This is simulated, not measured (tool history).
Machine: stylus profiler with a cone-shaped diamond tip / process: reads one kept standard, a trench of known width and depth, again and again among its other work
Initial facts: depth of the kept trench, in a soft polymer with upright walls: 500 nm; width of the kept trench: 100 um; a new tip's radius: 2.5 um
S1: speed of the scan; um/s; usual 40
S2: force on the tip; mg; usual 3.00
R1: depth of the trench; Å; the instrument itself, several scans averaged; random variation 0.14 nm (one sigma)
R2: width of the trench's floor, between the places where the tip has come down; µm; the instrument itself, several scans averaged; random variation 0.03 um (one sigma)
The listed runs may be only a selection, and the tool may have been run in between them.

{"run": 1, "hour": 0.0, "S1": 40, "S2": 3.0, "R1": 5087.3, "R2": 96.18}
{"run": 2, "hour": 27.4, "S1": 40, "S2": 1.68, "R1": 5051.1, "R2": 96.04}
{"run": 3, "hour": 40.8, "S1": 40, "S2": 1.68, "R1": 5055.7, "R2": 96.06}
{"run": 4, "hour": 59.5, "S1": 14, "S2": 1.68, "R1": 5054.4, "R2": 96.33}
{"run": 5, "hour": 81.5, "S1": 14, "S2": 1.68, "R1": 5051.3, "R2": 96.28}
{"run": 6, "hour": 104.3, "S1": 14, "S2": 1.68, "R1": 5054.2, "R2": 96.29}
{"run": 7, "hour": 118.9, "S1": 36, "S2": 1.68, "R1": 5052.6, "R2": 96.08}
{"run": 8, "hour": 145.7, "S1": 36, "S2": 1.68, "R1": 5050.6, "R2": 96.1}
{"run": 9, "hour": 172.3, "S1": 36, "S2": 1.68, "R1": 5052.6, "R2": 96.06}
{"run": 10, "hour": 191.0, "S1": 36, "S2": 1.68, "R1": 5049.1, "R2": 96.06}
{"run": 11, "hour": 213.3, "S1": 93, "S2": 1.68, "R1": 5051.6, "R2": 95.66}
{"run": 12, "hour": 237.7, "S1": 93, "S2": 1.68, "R1": 5051.9, "R2": 95.57}
{"run": 13, "hour": 264.1, "S1": 40, "S2": 3.0, "R1": 5079.7, "R2": 96.03}
{"run": 14, "hour": 282.0, "S1": 44, "S2": 3.0, "R1": 5081.4, "R2": 96.0}
{"run": 15, "hour": 300.5, "S1": 40, "S2": 2.65, "R1": 5075.2, "R2": 96.06}
{"run": 16, "hour": 318.9, "S1": 40, "S2": 2.65, "R1": 5076.9, "R2": 96.07}
{"run": 17, "hour": 342.1, "S1": 40, "S2": 3.0, "R1": 5083.8, "R2": 96.04}
{"run": 18, "hour": 366.6, "S1": 40, "S2": 2.53, "R1": 5070.9, "R2": 96.06}
{"run": 19, "hour": 387.9, "S1": 40, "S2": 3.0, "R1": 5081.2, "R2": 96.01}
{"run": 20, "hour": 415.1, "S1": 15, "S2": 3.0, "R1": 5079.3, "R2": 96.14}
{"run": 21, "hour": 435.8, "S1": 15, "S2": 3.0, "R1": 5082.4, "R2": 96.14}
{"run": 22, "hour": 449.5, "S1": 15, "S2": 3.0, "R1": 5079.7, "R2": 96.1}
{"run": 23, "hour": 477.2, "S1": 15, "S2": 3.0, "R1": 5080.4, "R2": 96.1}
{"run": 24, "hour": 491.9, "S1": 76, "S2": 2.85, "R1": 5073.8, "R2": 95.76}
{"run": 25, "hour": 510.4, "S1": 23, "S2": 3.0, "R1": 5079.1, "R2": 96.08}
{"run": 26, "hour": 523.3, "S1": 23, "S2": 2.45, "R1": 5067.4, "R2": 96.06}
{"run": 27, "hour": 537.4, "S1": 23, "S2": 2.45, "R1": 5065.3, "R2": 96.05}
{"run": 28, "hour": 550.8, "S1": 23, "S2": 2.45, "R1": 5065.8, "R2": 95.99}
{"run": 29, "hour": 565.8, "S1": 56, "S2": 1.42, "R1": 5043.6, "R2": 95.67}
{"run": 30, "hour": 592.2, "S1": 34, "S2": 3.0, "R1": 5076.8, "R2": 95.99}
{"run": 31, "hour": 610.1, "S1": 89, "S2": 2.49, "R1": 5064.1, "R2": 95.61}
{"run": 32, "hour": 633.9, "S1": 37, "S2": 5.34, "R1": 5126.8, "R2": 96.03}
{"run": 33, "hour": 649.1, "S1": 92, "S2": 5.34, "R1": 5124.7, "R2": 95.73}
{"run": 34, "hour": 674.0, "S1": 92, "S2": 5.34, "R1": 5125.0, "R2": 95.75}
{"run": 35, "hour": 694.4, "S1": 59, "S2": 3.0, "R1": 5078.1, "R2": 95.8}
{"run": 36, "hour": 719.0, "S1": 59, "S2": 3.0, "R1": 5076.8, "R2": 95.76}
{"run": 37, "hour": 741.2, "S1": 30, "S2": 3.51, "R1": 5086.2, "R2": 95.95}
{"run": 38, "hour": 760.4, "S1": 30, "S2": 3.51, "R1": 5088.9, "R2": 95.88}
{"run": 39, "hour": 786.7, "S1": 30, "S2": 2.69, "R1": 5066.5, "R2": 95.9}
{"run": 40, "hour": 810.8, "S1": 89, "S2": 2.2, "R1": 5059.4, "R2": 95.47}
{"run": 41, "hour": 825.8, "S1": 21, "S2": 1.51, "R1": 5040.8, "R2": 95.88}
{"run": 42, "hour": 842.8, "S1": 26, "S2": 4.8, "R1": 5108.2, "R2": 95.96}
{"run": 43, "hour": 870.4, "S1": 16, "S2": 4.8, "R1": 5114.4, "R2": 95.99}
{"run": 44, "hour": 894.3, "S1": 16, "S2": 2.44, "R1": 5060.8, "R2": 95.92}
{"hour": 907.6, "done": "new tip fitted, height scale calibrated"}
{"run": 45, "hour": 913.4, "S1": 11, "S2": 7.37, "R1": 5175.5, "R2": 96.99}
{"run": 46, "hour": 928.5, "S1": 11, "S2": 7.37, "R1": 5176.6, "R2": 96.94}

Some steps in R1 between neighbouring runs. How much of each would the tool show without its hidden state too (settings, what came in, random variation), and how much is left for the hidden state, with any gauge scatter that isn't in both results?
What the log doesn't record here: radius of the tip, um; height scale over the true one, %; drift of the gauge itself on depth_nm, %; drift of the gauge itself on floor_um, %.
Run 7 -> 8: no setting changed, nothing entered. R1 -2.0 Å: hidden state -0.4, all else -1.6.
Run 12 -> 13: S1 93 -> 40, S2 1.68 -> 3.00. R1 +27.8 Å: hidden state -0.5, all else +28.3.
Run 31 -> 32: S1 89 -> 37, S2 2.49 -> 5.34. R1 +62.7 Å: hidden state -0.4, all else +63.1.
Run 41 -> 42: S1 21 -> 26, S2 1.51 -> 4.80. R1 +67.4 Å: hidden state -0.4, all else +67.8.
Run 44 -> 45: S1 16 -> 11, S2 2.44 -> 7.37, new tip fitted, height scale calibrated. R1 +114.7 Å: hidden state +19.4, all else +95.3.

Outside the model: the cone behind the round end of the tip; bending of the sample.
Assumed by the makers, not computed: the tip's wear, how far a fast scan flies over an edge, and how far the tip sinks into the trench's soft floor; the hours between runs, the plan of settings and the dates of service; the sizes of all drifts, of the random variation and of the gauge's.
